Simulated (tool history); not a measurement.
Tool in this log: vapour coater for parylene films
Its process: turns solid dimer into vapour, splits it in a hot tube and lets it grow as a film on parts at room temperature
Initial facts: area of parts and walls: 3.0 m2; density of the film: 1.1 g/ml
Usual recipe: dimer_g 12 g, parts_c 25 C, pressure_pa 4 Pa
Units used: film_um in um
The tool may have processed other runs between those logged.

run    hour  dimer_g  parts_c  pressure_pa  film_um
  1       0       12       25            4     2.26
  2      67       12       25            4     2.21
  3     138       12       25            4     2.22
  4   175.8       12       25            4     2.18
  5   229.4       12       25            4      2.2
  6   259.6       12       25            4      2.2
  7   304.6       12       26            4     2.14
  8   361.1       12       26         2.14     2.46
  9   403.5       12       25            4     2.17
 10   472.7       12       25            4     2.18
 11   513.9       12       25            4     2.15
 12     580       12       25            4     2.13
 13   615.8       12       25         3.75     2.18
 14   680.2       12       25         3.75     2.16
 15   709.7       12       25            4     2.13
      724.5  -- trap's valve overhauled
      730.9  -- table's thermometer calibrated
 16   780.2       12       25            4     2.32
 17   822.6       12       25            4     2.26
 18   861.7       12       25            4     2.25
 19   908.1       12       25            4     2.24
 20   951.6       12       25            4     2.22
 21   988.2       12       25            4     2.25
 22    1025       12       25        10.49     1.82
 23  1069.2       12       25        10.49     1.87
 24  1121.7       12       27            6     1.97
 25    1174       12       27            6     1.96
 26  1216.6       12       35            6      1.7
 27  1253.3       12       35            6      1.7
 28  1282.2       12       35            6     1.66
 29  1340.1        6       25            6     1.01
 30  1402.8       12       34            4     1.85
 31  1439.4       12       25            4     2.18
 32  1498.8       10       32         4.36     1.53
 33  1558.4        5       27         7.11     0.76
     1579.9  -- trap's valve overhauled
 34    1601        5       18        11.49     0.87
 35    1638        7       30         3.85     1.21
 36  1681.8       11       30         2.56     2.06
 37  1729.2        9       20         3.55      1.9
 38  1784.4        9       20         3.55     1.88
 39  1837.6       16       19         3.43     3.41
 40  1906.3       10       19        10.85     1.66
 41    1958       10       19        10.85     1.65
 42  2023.6       10       19        10.85     1.67
 43  2088.3       10       19        10.85     1.66
 44  2121.2       10       18         3.99     2.04
 45  2169.9       12       35         6.87     1.59

Some steps in film_um, run to run, broken into two amounts with sign: the step expected even without the hidden condition (settings, incoming material, random variation), and the rest, left for the hidden condition together with whatever gauge scatter is not in both the measured and the hidden-condition-free result:
Hidden conditions of the tool in this case: vapour lost through the trap's worn valve, %; true temperature of the parts over the reading, C; drift of the gauge itself on film_um, %.
Run 15 -> 16: trap's valve overhauled, table's thermometer calibrated. film_um +0.19 um: hidden state +0.15, all else +0.04.
Run 29 -> 30: dimer_g 6 -> 12, parts_c 25 -> 34, pressure_pa 6 -> 4. film_um +0.84 um: hidden state -0.05, all else +0.89.
Run 32 -> 33: dimer_g 10 -> 5, parts_c 32 -> 27, pressure_pa 4.36 -> 7.11. film_um -0.77 um: hidden state +0.05, all else -0.82.
Run 35 -> 36: dimer_g 7 -> 11, pressure_pa 3.85 -> 2.56. film_um +0.85 um: hidden state -0.02, all else +0.87.
Run 38 -> 39: dimer_g 9 -> 16, parts_c 20 -> 19, pressure_pa 3.55 -> 3.43. film_um +1.53 um: hidden state -0.05, all else +1.58.
Run 39 -> 40: dimer_g 16 -> 10, pressure_pa 3.43 -> 10.85. film_um -1.75 um: hidden state +0.05, all else -1.8.

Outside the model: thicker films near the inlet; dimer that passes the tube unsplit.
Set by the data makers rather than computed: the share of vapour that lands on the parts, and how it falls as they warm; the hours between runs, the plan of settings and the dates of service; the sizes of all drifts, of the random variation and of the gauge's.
